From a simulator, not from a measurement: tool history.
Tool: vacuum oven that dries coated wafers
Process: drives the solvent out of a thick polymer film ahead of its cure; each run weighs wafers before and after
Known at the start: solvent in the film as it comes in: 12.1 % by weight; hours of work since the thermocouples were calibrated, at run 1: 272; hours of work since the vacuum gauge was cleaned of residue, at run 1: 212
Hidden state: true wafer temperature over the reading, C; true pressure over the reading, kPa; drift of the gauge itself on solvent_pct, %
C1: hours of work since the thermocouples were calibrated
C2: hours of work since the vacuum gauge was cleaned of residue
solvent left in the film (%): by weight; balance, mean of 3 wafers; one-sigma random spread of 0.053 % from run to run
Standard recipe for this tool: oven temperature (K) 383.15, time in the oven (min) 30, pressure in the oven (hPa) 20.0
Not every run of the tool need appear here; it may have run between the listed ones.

Run 1, hour 0.0: usual settings; C1 272; C2 212. Result: solvent left in the film (%) 1.84.
Run 2, hour 16.9: usual settings; C1 282; C2 222. Result: solvent left in the film (%) 1.90.
Run 3, hour 38.3: usual settings but oven temperature (K) 378.15; C1 294; C2 235. Result: solvent left in the film (%) 2.68.
Run 4, hour 58.8: usual settings; C1 306; C2 247. Result: solvent left in the film (%) 1.87.
Run 5, hour 69.7: usual settings; C1 313; C2 253. Result: solvent left in the film (%) 1.86.
Run 6, hour 85.4: usual settings; C1 322; C2 262. Result: solvent left in the film (%) 1.91.
Run 7, hour 98.7: usual settings; C1 330; C2 270. Result: solvent left in the film (%) 1.89.
Run 8, hour 122.7: usual settings; C1 344; C2 284. Result: solvent left in the film (%) 1.91.
Run 9, hour 139.8: usual settings but oven temperature (K) 385.15; C1 354; C2 294. Result: solvent left in the film (%) 1.58.
Run 10, hour 157.5: usual settings but oven temperature (K) 385.15; C1 364; C2 304. Result: solvent left in the film (%) 1.51.
Run 11, hour 172.7: usual settings but oven temperature (K) 386.15; C1 373; C2 313. Result: solvent left in the film (%) 1.48.
Run 12, hour 195.0: usual settings but oven temperature (K) 386.15, time in the oven (min) 50; C1 386; C2 326. Result: solvent left in the film (%) 0.82.
Run 13, hour 210.1: usual settings but oven temperature (K) 386.15, time in the oven (min) 50; C1 395; C2 335. Result: solvent left in the film (%) 0.80.
Run 14, hour 220.3: usual settings but oven temperature (K) 386.15, time in the oven (min) 50; C1 401; C2 341. Result: solvent left in the film (%) 0.76.
Run 15, hour 235.1: usual settings but oven temperature (K) 386.15, time in the oven (min) 50; C1 409; C2 350. Result: solvent left in the film (%) 0.70.
Run 16, hour 258.5: usual settings but pressure in the oven (hPa) 42.6; C1 423; C2 363. Result: solvent left in the film (%) 2.53.
Run 17, hour 276.6: usual settings but pressure in the oven (hPa) 42.6; C1 434; C2 374. Result: solvent left in the film (%) 2.46.
Run 18, hour 290.3: usual settings but pressure in the oven (hPa) 42.6; C1 442; C2 382. Result: solvent left in the film (%) 2.55.
Run 19, hour 309.1: usual settings but pressure in the oven (hPa) 42.6; C1 453; C2 393. Result: solvent left in the film (%) 2.50.
Run 20, hour 325.5: usual settings but pressure in the oven (hPa) 42.6; C1 462; C2 403. Result: solvent left in the film (%) 2.61.
Run 21, hour 347.9: usual settings but pressure in the oven (hPa) 43.7; C1 475; C2 416. Result: solvent left in the film (%) 2.55.
Run 22, hour 359.8: usual settings but pressure in the oven (hPa) 43.7; C1 482; C2 423. Result: solvent left in the film (%) 2.56.
Run 23, hour 371.7: usual settings; C1 489; C2 430. Result: solvent left in the film (%) 1.87.
Run 24, hour 388.9: usual settings; C1 499; C2 440. Result: solvent left in the film (%) 1.86.
Run 25, hour 406.2: usual settings but oven temperature (K) 378.15, time in the oven (min) 21, pressure in the oven (hPa) 57.5; C1 509; C2 450. Result: solvent left in the film (%) 5.00.
Run 26, hour 430.5: usual settings but oven temperature (K) 378.15, time in the oven (min) 21, pressure in the oven (hPa) 57.5; C1 524; C2 464. Result: solvent left in the film (%) 4.93.
Run 27, hour 454.9: usual settings but oven temperature (K) 378.15, time in the oven (min) 52, pressure in the oven (hPa) 45.3; C1 538; C2 478. Result: solvent left in the film (%) 2.39.
Run 28, hour 466.3: usual settings but oven temperature (K) 378.15, time in the oven (min) 52, pressure in the oven (hPa) 45.3; C1 545; C2 485. Result: solvent left in the film (%) 2.39.
Run 29, hour 481.2: usual settings but oven temperature (K) 393.15, time in the oven (min) 24, pressure in the oven (hPa) 11.8; C1 553; C2 494. Result: solvent left in the film (%) 0.77.
Run 30, hour 497.8: usual settings but time in the oven (min) 20, pressure in the oven (hPa) 22.8; C1 563; C2 503. Result: solvent left in the film (%) 3.22.
Run 31, hour 507.7: usual settings but oven temperature (K) 387.15, time in the oven (min) 19, pressure in the oven (hPa) 33.1; C1 569; C2 509. Result: solvent left in the film (%) 2.79.
Run 32, hour 520.8: usual settings but oven temperature (K) 387.15, time in the oven (min) 19, pressure in the oven (hPa) 33.1; C1 576; C2 517. Result: solvent left in the film (%) 2.69.
Run 33, hour 542.9: usual settings but oven temperature (K) 387.15, time in the oven (min) 19, pressure in the oven (hPa) 33.1; C1 589; C2 530. Result: solvent left in the film (%) 2.73.
Run 34, hour 563.1: usual settings but oven temperature (K) 384.15, time in the oven (min) 23; C1 601; C2 541. Result: solvent left in the film (%) 2.41.
Run 35, hour 576.6: usual settings but oven temperature (K) 374.15, time in the oven (min) 16; C1 609; C2 549. Result: solvent left in the film (%) 5.76.
At hour 595.4: oven's thermocouples calibrated.
Run 36, hour 595.6: usual settings but oven temperature (K) 377.15, time in the oven (min) 45, pressure in the oven (hPa) 65.9; C1 0; C2 559. Result: solvent left in the film (%) 3.66.
Run 37, hour 615.0: usual settings but oven temperature (K) 377.15, time in the oven (min) 45, pressure in the oven (hPa) 65.9; C1 11; C2 571. Result: solvent left in the film (%) 3.64.
Run 38, hour 625.3: usual settings but oven temperature (K) 386.15, time in the oven (min) 54, pressure in the oven (hPa) 55.0; C1 17; C2 577. Result: solvent left in the film (%) 1.79.
Run 39, hour 639.1: usual settings but oven temperature (K) 370.15, time in the oven (min) 42, pressure in the oven (hPa) 55.0; C1 26; C2 585. Result: solvent left in the film (%) 4.95.
Run 40, hour 662.6: usual settings but oven temperature (K) 370.15, time in the oven (min) 17, pressure in the oven (hPa) 55.0; C1 39; C2 598. Result: solvent left in the film (%) 7.30.
Run 41, hour 675.5: usual settings but oven temperature (K) 370.15, time in the oven (min) 17, pressure in the oven (hPa) 55.0; C1 47; C2 606. Result: solvent left in the film (%) 7.44.
Run 42, hour 695.5: usual settings but oven temperature (K) 374.15; C1 59; C2 618. Result: solvent left in the film (%) 3.62.
Run 43, hour 713.8: usual settings but oven temperature (K) 374.15; C1 69; C2 628. Result: solvent left in the film (%) 3.82.
Run 44, hour 733.3: usual settings but oven temperature (K) 375.15, time in the oven (min) 40, pressure in the oven (hPa) 78.6; C1 81; C2 640. Result: solvent left in the film (%) 4.77.
Run 45, hour 754.3: usual settings but oven temperature (K) 380.15, pressure in the oven (hPa) 12.3; C1 93; C2 652. Result: solvent left in the film (%) 2.24.
Run 46, hour 772.5: usual settings but oven temperature (K) 397.15; C1 103; C2 663. Result: solvent left in the film (%) 0.62.
Run 47, hour 794.9: usual settings but oven temperature (K) 381.15, time in the oven (min) 18, pressure in the oven (hPa) 27.5; C1 117; C2 676. Result: solvent left in the film (%) 3.95.
Run 48, hour 813.1: usual settings but time in the oven (min) 34, pressure in the oven (hPa) 20.6; C1 127; C2 686. Result: solvent left in the film (%) 1.71.

For each entry between runs, how does the tool's hidden state at the last listed run before it compare with that at the first listed run after it?
Run 35 -> run 36: oven's thermocouples calibrated (hour 595.4)
  true wafer temperature over the reading, C: 0.53 -> 0.29; true pressure over the reading, kPa: 0.261 -> 0.265
  measured value less the no-hidden-state value, solvent left in the film (%): -0.04 -> +0.04
